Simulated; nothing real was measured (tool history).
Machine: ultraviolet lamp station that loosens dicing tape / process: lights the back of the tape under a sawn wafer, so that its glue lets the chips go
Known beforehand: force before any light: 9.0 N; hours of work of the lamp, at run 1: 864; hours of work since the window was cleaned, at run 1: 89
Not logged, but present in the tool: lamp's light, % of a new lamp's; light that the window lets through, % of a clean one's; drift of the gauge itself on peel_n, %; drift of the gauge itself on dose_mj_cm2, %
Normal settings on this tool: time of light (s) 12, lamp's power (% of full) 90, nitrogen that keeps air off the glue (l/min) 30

run,hour,time of light (s),lamp's power (% of full),nitrogen that keeps air off the glue (l/min),hours of work of the lamp,hours of work since the window was cleaned,force that peels the tape off (N),light that reached the tape (J/m2)
1,0,12,90,30,864,89,0.783,2640
2,40.6,12,90,30,884,109,0.806,2620
3,116.4,11,90,30,922,147,0.967,2380
4,199.2,11,90,30,963,188,1.005,2350
5,276.4,11,90,30,1002,227,0.98,2300
6,338.9,12,90,30,1033,258,0.85,2480
7,380.2,12,90,30,1053,278,0.874,2510
8,425.6,12,87,30,1076,301,0.958,2400
9,465.4,12,90,30,1096,321,0.923,2460
10,515.9,12,90,30,1121,346,0.912,2400
11,573.5,12,90,30,1150,375,0.936,2360
12,657.3,12,90,13,1192,417,1.301,2370
13,720.7,12,90,13,1223,448,1.352,2340
14,803.9,12,90,30,1265,490,0.975,2300
15,888.7,12,90,30,1307,532,1.084,2240
16,929.6,12,90,30,1328,553,1.051,2220
17,996.6,12,82,15,1361,586,1.609,1960
# hour 1058.3: lamp changed
18,1080.6,10,79,33,11,627,0.997,2310
19,1129.4,16,77,44,35,652,0.355,3580
20,1177.4,16,77,44,59,676,0.385,3500
# hour 1224.9: window cleaned of glue's vapour
21,1224.9,16,77,44,83,0,0.347,3770
22,1290.5,12,77,37,116,33,0.632,2750
23,1368.6,12,77,37,155,72,0.648,2700
24,1442.5,12,77,60,192,109,0.588,2760
25,1478.1,17,82,34,209,126,0.338,4120
26,1520.7,7,67,20,231,148,2.638,1370
27,1596,7,67,20,268,185,2.639,1330
28,1655.2,12,93,30,298,215,0.543,3180
29,1728.4,12,93,17,334,251,0.685,3170
30,1792.2,12,93,17,366,283,0.692,3150

Pick out some run-to-run changes in force that peels the tape off (N). Of each, how much would a tool without hidden state show as well, from the settings, what came in and chance, and how much is left for the hidden state and any gauge scatter not in both results compared?
Run 16 -> 17: lamp's power (% of full) 90 -> 82, nitrogen that keeps air off the glue (l/min) 30 -> 15. force that peels the tape off (N) +0.558: hidden state +0.29, all else +0.268.
Run 17 -> 18: time of light (s) 12 -> 10, lamp's power (% of full) 82 -> 79, nitrogen that keeps air off the glue (l/min) 15 -> 33, lamp changed. force that peels the tape off (N) -0.612: hidden state -0.758, all else +0.146.
Run 18 -> 19: time of light (s) 10 -> 16, lamp's power (% of full) 79 -> 77, nitrogen that keeps air off the glue (l/min) 33 -> 44. force that peels the tape off (N) -0.642: hidden state -0.075, all else -0.567.
Run 25 -> 26: time of light (s) 17 -> 7, lamp's power (% of full) 82 -> 67, nitrogen that keeps air off the glue (l/min) 34 -> 20. force that peels the tape off (N) +2.3: hidden state +0.186, all else +2.114.
Run 27 -> 28: time of light (s) 7 -> 12, lamp's power (% of full) 67 -> 93, nitrogen that keeps air off the glue (l/min) 20 -> 30. force that peels the tape off (N) -2.096: hidden state -0.164, all else -1.932.

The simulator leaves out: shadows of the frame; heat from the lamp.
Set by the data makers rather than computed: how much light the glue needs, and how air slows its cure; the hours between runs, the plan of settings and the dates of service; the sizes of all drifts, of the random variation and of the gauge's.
